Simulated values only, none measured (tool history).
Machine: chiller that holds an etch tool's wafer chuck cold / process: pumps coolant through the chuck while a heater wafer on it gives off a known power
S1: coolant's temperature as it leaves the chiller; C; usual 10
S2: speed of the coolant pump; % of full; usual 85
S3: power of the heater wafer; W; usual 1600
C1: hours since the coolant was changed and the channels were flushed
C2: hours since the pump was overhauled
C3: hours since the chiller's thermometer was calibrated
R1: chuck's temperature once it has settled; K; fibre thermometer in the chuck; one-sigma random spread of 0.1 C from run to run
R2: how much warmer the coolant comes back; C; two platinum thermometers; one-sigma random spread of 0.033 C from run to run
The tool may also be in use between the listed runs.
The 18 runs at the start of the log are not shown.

Run 19, hour 486.4: usual settings but S1 19 C, S2 63 % of full, S3 2180 W; C1 439; C2 1321; C3 2151. Result: R1 314.15 K, R2 8.14 C.
Run 20, hour 511.8: usual settings but S1 19 C, S2 63 % of full, S3 2180 W; C1 464; C2 1346; C3 2176. Result: R1 314.25 K, R2 8.11 C.
Run 21, hour 531.6: usual settings but S1 17 C; C1 484; C2 1366; C3 2196. Result: R1 303.85 K, R2 4.33 C.
Run 22, hour 558.6: usual settings but S1 17 C; C1 511; C2 1393; C3 2223. Result: R1 303.85 K, R2 4.32 C.
Run 23, hour 595.2: usual settings but S1 17 C; C1 548; C2 1430; C3 2260. Result: R1 303.85 K, R2 4.26 C.
Run 24, hour 615.6: usual settings but S1 17 C, S2 73 % of full, S3 1510 W; C1 568; C2 1450; C3 2280. Result: R1 304.35 K, R2 4.82 C.
Run 25, hour 638.8: usual settings but S1 8 C; C1 591; C2 1473; C3 2303. Result: R1 295.05 K, R2 4.33 C.
Run 26, hour 666.8: usual settings but S1 14 C, S2 79 % of full; C1 619; C2 1501; C3 2331. Result: R1 301.35 K, R2 4.69 C.
Run 27, hour 700.7: usual settings but S1 16 C, S3 2130 W; C1 653; C2 1535; C3 2365. Result: R1 307.35 K, R2 5.79 C.
Run 28, hour 727.7: usual settings but S1 16 C, S3 2130 W; C1 680; C2 1562; C3 2392. Result: R1 307.35 K, R2 5.74 C.
Run 29, hour 757.7: usual settings but S2 91 % of full; C1 710; C2 1592; C3 2422. Result: R1 296.55 K, R2 4.06 C.
Run 30, hour 794.2: usual settings but S1 9 C, S2 61 % of full; C1 747; C2 1629; C3 2459. Result: R1 298.95 K, R2 6.21 C.
Run 31, hour 813.5: usual settings but S1 3 C, S2 61 % of full; C1 766; C2 1648; C3 2478. Result: R1 292.75 K, R2 6.21 C.
Run 32, hour 829.4: usual settings but S2 61 % of full; C1 782; C2 1664; C3 2494. Result: R1 299.95 K, R2 6.14 C.

3 options for the next run, each taken on its own from the tool as it stands now. Forecast them:
Run A, hour 856.8: usual settings but S2 64 % of full, S3 1441 W; C1 809; C2 1691; C3 2521. Result: R1 ?, R2 ?.
Run B, hour 856.8: usual settings but S1 14 C, S2 70 % of full; C1 809; C2 1691; C3 2521. Result: R1 ?, R2 ?.
Run C, hour 856.8: usual settings but S2 76 % of full, S3 877 W; C1 809; C2 1691; C3 2521. Result: R1 ?, R2 ?.

run      R1    R2
  A  297.85   5.3
  B  302.55  5.29
  C  291.15  2.69
The same runs, with their run-to-run variation unchanged, on a tool lacking any hidden condition would have given:
run      R1    R2
  A  297.15  5.15
  B  301.85  5.14
  C  290.75  2.62

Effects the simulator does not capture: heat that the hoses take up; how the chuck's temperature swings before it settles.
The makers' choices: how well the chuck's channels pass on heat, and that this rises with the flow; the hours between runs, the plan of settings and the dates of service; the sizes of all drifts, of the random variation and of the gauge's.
